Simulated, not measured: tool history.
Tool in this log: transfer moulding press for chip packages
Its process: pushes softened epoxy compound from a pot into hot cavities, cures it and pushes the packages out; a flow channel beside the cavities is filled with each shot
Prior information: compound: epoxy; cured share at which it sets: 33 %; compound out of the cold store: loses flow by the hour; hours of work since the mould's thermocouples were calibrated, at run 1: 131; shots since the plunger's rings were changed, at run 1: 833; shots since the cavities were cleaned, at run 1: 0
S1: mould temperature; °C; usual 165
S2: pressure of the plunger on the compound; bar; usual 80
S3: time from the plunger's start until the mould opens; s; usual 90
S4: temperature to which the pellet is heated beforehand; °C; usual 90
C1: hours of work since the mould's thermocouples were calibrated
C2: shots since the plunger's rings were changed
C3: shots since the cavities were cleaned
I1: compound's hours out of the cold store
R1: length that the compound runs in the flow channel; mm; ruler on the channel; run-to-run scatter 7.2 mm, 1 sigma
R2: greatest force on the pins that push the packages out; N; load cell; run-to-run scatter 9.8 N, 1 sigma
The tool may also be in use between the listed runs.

| run | hour | S1 | S2 | S3 | S4 | C1 | C2 | C3 | I1 | R1 | R2 |
|---|---|---|---|---|---|---|---|---|---|---|---|
| 1 | 0 | 165 | 80 | 90 | 90 | 131 | 833 | 0 | 46.3 | 723 | 431 |
| 2 | 8.7 | 165 | 80 | 90 | 90 | 134 | 910 | 77 | 21.3 | 800 | 435 |
| 3 | 18.5 | 165 | 80 | 90 | 99 | 139 | 997 | 164 | 31.9 | 757 | 432 |
| 4 | 24.6 | 165 | 80 | 90 | 99 | 142 | 1052 | 219 | 16.9 | 815 | 433 |
| 5 | 29.3 | 165 | 80 | 90 | 99 | 144 | 1094 | 261 | 47 | 716 | 411 |
| 6 | 39.4 | 165 | 80 | 90 | 99 | 148 | 1184 | 351 | 47.6 | 713 | 427 |
| 7 | 44 | 165 | 80 | 90 | 99 | 150 | 1225 | 392 | 34.2 | 756 | 433 |
|  | 53.2 | cavities cleaned with cleaning compound and waxed |
| 8 | 53.2 | 171 | 80 | 90 | 90 | 154 | 1294 | 0 | 47.9 | 699 | 349 |
| 9 | 57.6 | 171 | 80 | 90 | 90 | 156 | 1333 | 39 | 40.5 | 714 | 343 |
| 10 | 67.1 | 171 | 80 | 90 | 90 | 160 | 1418 | 124 | 25.9 | 766 | 345 |
| 11 | 76.9 | 165 | 80 | 90 | 90 | 164 | 1505 | 211 | 38.9 | 739 | 427 |
| 12 | 87.3 | 165 | 80 | 90 | 90 | 169 | 1598 | 304 | 23 | 790 | 445 |
| 13 | 97.6 | 165 | 80 | 90 | 86 | 173 | 1690 | 396 | 9.9 | 849 | 467 |
|  | 106.2 | cavities cleaned with cleaning compound and waxed |
| 14 | 107.3 | 165 | 80 | 90 | 86 | 177 | 1763 | 10 | 11.1 | 826 | 471 |
| 15 | 116.5 | 167 | 80 | 70 | 90 | 181 | 1845 | 92 | 39 | 731 | 616 |
| 16 | 122 | 170 | 78.4 | 103 | 96 | 184 | 1894 | 141 | 30.2 | 744 | 338 |
| 17 | 129.4 | 172 | 84.9 | 90 | 90 | 187 | 1960 | 207 | 15.8 | 821 | 356 |
| 18 | 134.5 | 166 | 67.9 | 113 | 85 | 189 | 2005 | 252 | 22.3 | 730 | 341 |
| 19 | 141.3 | 166 | 85 | 113 | 92 | 192 | 2066 | 313 | 21.1 | 804 | 340 |
| 20 | 147.7 | 166 | 85 | 113 | 92 | 195 | 2123 | 370 | 11.4 | 863 | 341 |
| 21 | 155.4 | 165 | 74.3 | 105 | 85 | 199 | 2192 | 439 | 27.4 | 743 | 375 |
|  | 159.3 | cavities cleaned with cleaning compound and waxed |
| 22 | 162.4 | 163 | 75.2 | 90 | 99 | 201 | 2241 | 28 | 44.9 | 703 | 468 |
| 23 | 172.4 | 162 | 75.2 | 76 | 99 | 205 | 2330 | 117 | 47.2 | 690 | 695 |
| 24 | 182.2 | 162 | 75.2 | 76 | 99 | 210 | 2418 | 205 | 27.4 | 744 | 745 |

Run 25 has not been measured yet. What should we expect?
| 25 | 186.5 | 162 | 75.2 | 76 | 99 | 212 | 2456 | 243 | 27.5 | ? | ? |

For run 25 the tool returned R1 739 mm, R2 712 N.
Minus the tool's unlogged condition, the same run would have read R1 740 mm, R2 705 N.
